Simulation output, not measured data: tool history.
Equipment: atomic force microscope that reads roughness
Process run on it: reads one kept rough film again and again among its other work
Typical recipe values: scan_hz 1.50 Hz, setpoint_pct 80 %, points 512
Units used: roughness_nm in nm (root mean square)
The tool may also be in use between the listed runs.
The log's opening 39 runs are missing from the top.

{"run": 40, "hour": 1338.5, "scan_hz": 2.2, "setpoint_pct": 80, "points": 841, "roughness_nm": 0.5366}
{"hour": 1380.8, "done": "new tip fitted"}
{"run": 41, "hour": 1380.8, "scan_hz": 3.54, "setpoint_pct": 86, "points": 297, "roughness_nm": 0.5108}
{"run": 42, "hour": 1409.3, "scan_hz": 3.54, "setpoint_pct": 86, "points": 297, "roughness_nm": 0.509}
{"run": 43, "hour": 1440.9, "scan_hz": 1.7, "setpoint_pct": 80, "points": 512, "roughness_nm": 0.5481}
{"run": 44, "hour": 1468.7, "scan_hz": 1.7, "setpoint_pct": 80, "points": 512, "roughness_nm": 0.5467}
{"run": 45, "hour": 1513.5, "scan_hz": 3.04, "setpoint_pct": 80, "points": 1004, "roughness_nm": 0.5269}
{"run": 46, "hour": 1542.0, "scan_hz": 3.04, "setpoint_pct": 80, "points": 1004, "roughness_nm": 0.5239}
{"hour": 1551.5, "done": "new tip fitted"}
{"run": 47, "hour": 1586.9, "scan_hz": 3.04, "setpoint_pct": 80, "points": 1004, "roughness_nm": 0.5342}
{"run": 48, "hour": 1608.7, "scan_hz": 3.04, "setpoint_pct": 80, "points": 367, "roughness_nm": 0.5307}
{"run": 49, "hour": 1630.7, "scan_hz": 1.5, "setpoint_pct": 68, "points": 344, "roughness_nm": 0.5573}
{"run": 50, "hour": 1665.4, "scan_hz": 1.11, "setpoint_pct": 87, "points": 344, "roughness_nm": 0.5432}
{"run": 51, "hour": 1686.9, "scan_hz": 3.81, "setpoint_pct": 63, "points": 344, "roughness_nm": 0.5432}
{"run": 52, "hour": 1710.9, "scan_hz": 1.22, "setpoint_pct": 85, "points": 565, "roughness_nm": 0.5436}

4 ways to go on from here, each from the tool as it stands after run 52. What would each give?
{"hour": 1721.3, "done": "new tip fitted"}
{"run": "A", "hour": 1735.1, "scan_hz": 1.5, "setpoint_pct": 80, "points": 291, "roughness_nm": "?"}
{"hour": 1721.3, "done": "new tip fitted"}
{"run": "B", "hour": 1735.1, "scan_hz": 0.69, "setpoint_pct": 71, "points": 512, "roughness_nm": "?"}
{"hour": 1721.3, "done": "new tip fitted"}
{"run": "C", "hour": 1735.1, "scan_hz": 1.22, "setpoint_pct": 85, "points": 840, "roughness_nm": "?"}
{"hour": 1721.3, "done": "new tip fitted"}
{"run": "D", "hour": 1735.1, "scan_hz": 1.5, "setpoint_pct": 82, "points": 290, "roughness_nm": "?"}

run=A roughness_nm=0.5542
run=B roughness_nm=0.5727
run=C roughness_nm=0.5597
run=D roughness_nm=0.5527
Stripped of hidden state, with their random variation kept, the same runs would have yielded:
run=A roughness_nm=0.5473
run=B roughness_nm=0.5655
run=C roughness_nm=0.5527
run=D roughness_nm=0.5458
